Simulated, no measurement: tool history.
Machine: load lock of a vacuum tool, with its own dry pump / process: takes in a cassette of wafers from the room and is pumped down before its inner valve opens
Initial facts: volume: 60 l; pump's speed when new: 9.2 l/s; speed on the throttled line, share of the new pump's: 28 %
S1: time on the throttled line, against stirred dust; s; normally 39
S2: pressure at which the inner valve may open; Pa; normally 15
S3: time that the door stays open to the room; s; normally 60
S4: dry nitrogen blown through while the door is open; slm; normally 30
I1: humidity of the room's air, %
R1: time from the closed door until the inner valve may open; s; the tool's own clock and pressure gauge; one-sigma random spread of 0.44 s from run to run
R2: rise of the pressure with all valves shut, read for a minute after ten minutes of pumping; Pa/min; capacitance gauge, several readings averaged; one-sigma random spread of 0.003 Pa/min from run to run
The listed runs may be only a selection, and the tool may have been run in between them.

run 1 hour=0.0 | S1=39 S2=15 S3=60 S4=30 | I1=46.4 | R1=90.2 R2=0.309
run 2 hour=414.9 | S1=39 S2=15 S3=60 S4=30 | I1=46.9 | R1=90.6 R2=0.333
run 3 hour=767.1 | S1=39 S2=15 S3=60 S4=30 | I1=47.8 | R1=91.4 R2=0.340
run 4 hour=1076.3 | S1=39 S2=15 S3=60 S4=30 | I1=45.1 | R1=89.9 R2=0.348
run 5 hour=1599.2 | S1=39 S2=15 S3=60 S4=30 | I1=42.1 | R1=91.7 R2=0.364
run 6 hour=2005.7 | S1=39 S2=15 S3=60 S4=30 | I1=47.4 | R1=90.2 R2=0.373
run 7 hour=2383.4 | S1=39 S2=15 S3=125 S4=30 | I1=45.3 | R1=91.2 R2=0.410
run 8 hour=2802.0 | S1=39 S2=15 S3=125 S4=30 | I1=40.4 | R1=91.0 R2=0.407
run 9 hour=3172.2 | S1=39 S2=12 S3=60 S4=30 | I1=45.3 | R1=92.1 R2=0.432
run 10 hour=3459.5 | S1=39 S2=15 S3=60 S4=30 | I1=46.1 | R1=91.6 R2=0.448
run 11 hour=3952.3 | S1=39 S2=15 S3=60 S4=11 | I1=46.0 | R1=91.2 R2=0.485
run 12 hour=4276.8 | S1=52 S2=15 S3=60 S4=11 | I1=43.3 | R1=101.1 R2=0.484
run 13 hour=4645.6 | S1=52 S2=15 S3=60 S4=11 | I1=44.1 | R1=99.7 R2=0.506
run 14 hour=5071.2 | S1=39 S2=15 S3=60 S4=30 | I1=44.1 | R1=91.7 R2=0.505
run 15 hour=5594.5 | S1=39 S2=15 S3=60 S4=12 | I1=44.2 | R1=92.4 R2=0.551
-- hour=5748.0 dry pump taken out, an overhauled one fitted
run 16 hour=6126.2 | S1=39 S2=15 S3=60 S4=30 | I1=45.7 | R1=85.9 R2=0.556
run 17 hour=6680.1 | S1=39 S2=15 S3=60 S4=30 | I1=43.7 | R1=86.8 R2=0.583
run 18 hour=6961.9 | S1=39 S2=27 S3=65 S4=9 | I1=45.1 | R1=81.2 R2=0.626
run 19 hour=7304.9 | S1=37 S2=27 S3=166 S4=24 | I1=45.1 | R1=80.3 R2=0.631
-- hour=7732.4 door's seal changed, seat wiped
run 20 hour=7732.7 | S1=39 S2=15 S3=45 S4=7 | I1=42.1 | R1=85.6 R2=0.032
run 21 hour=8182.9 | S1=39 S2=15 S3=45 S4=7 | I1=45.6 | R1=86.1 R2=0.042
run 22 hour=8820.5 | S1=49 S2=10 S3=45 S4=7 | I1=46.4 | R1=96.7 R2=0.051
run 23 hour=9406.8 | S1=39 S2=29 S3=29 S4=30 | I1=47.4 | R1=82.7 R2=0.037
run 24 hour=9796.2 | S1=59 S2=15 S3=55 S4=30 | I1=48.6 | R1=100.2 R2=0.044
run 25 hour=10125.9 | S1=39 S2=15 S3=60 S4=18 | I1=43.5 | R1=87.1 R2=0.055
run 26 hour=10775.1 | S1=39 S2=15 S3=60 S4=18 | I1=43.3 | R1=86.9 R2=0.061
run 27 hour=11411.6 | S1=39 S2=15 S3=60 S4=18 | I1=45.5 | R1=86.6 R2=0.071
run 28 hour=12008.6 | S1=39 S2=15 S3=60 S4=18 | I1=45.9 | R1=87.4 R2=0.083
run 29 hour=12428.4 | S1=39 S2=26 S3=60 S4=18 | I1=41.7 | R1=83.2 R2=0.085
run 30 hour=12980.1 | S1=39 S2=17 S3=60 S4=30 | I1=44.9 | R1=86.6 R2=0.095
run 31 hour=13355.4 | S1=39 S2=17 S3=60 S4=30 | I1=43.8 | R1=86.7 R2=0.093
run 32 hour=13799.5 | S1=63 S2=17 S3=60 S4=30 | I1=43.6 | R1=103.3 R2=0.108
run 33 hour=14347.6 | S1=37 S2=17 S3=183 S4=6 | I1=45.3 | R1=86.0 R2=0.169

For some of the steps in R1 from one run to the next: how much would appear even if the tool had no hidden state, given the settings, what came in and random variation, and how much remains for the hidden state plus any gauge scatter that the measured result and the result without hidden state don't share?
Hidden conditions of the tool in this case: pump's speed, % of a new pump's; leak at the door's seal, Pa l/s; drift of the gauge itself on ready_s, %; drift of the gauge itself on rise_pa_min, %.
Run 11 -> 12: S1 39 -> 52. R1 +9.9 s: hidden state -0.3, all else +10.2.
Run 13 -> 14: S1 52 -> 39, S4 11 -> 30. R1 -8.0 s: hidden state +0.7, all else -8.7.
Run 15 -> 16: S4 12 -> 30, dry pump taken out, an overhauled one fitted. R1 -6.5 s: hidden state -6.0, all else -0.5.
Run 23 -> 24: S1 39 -> 59, S2 29 -> 15, S3 29 -> 55. R1 +17.5 s: hidden state +0.1, all else +17.4.
Run 31 -> 32: S1 39 -> 63. R1 +16.6 s: hidden state -0.1, all else +16.7.
Run 32 -> 33: S1 63 -> 37, S3 60 -> 183, S4 30 -> 6. R1 -17.3 s: hidden state +0.3, all else -17.6.
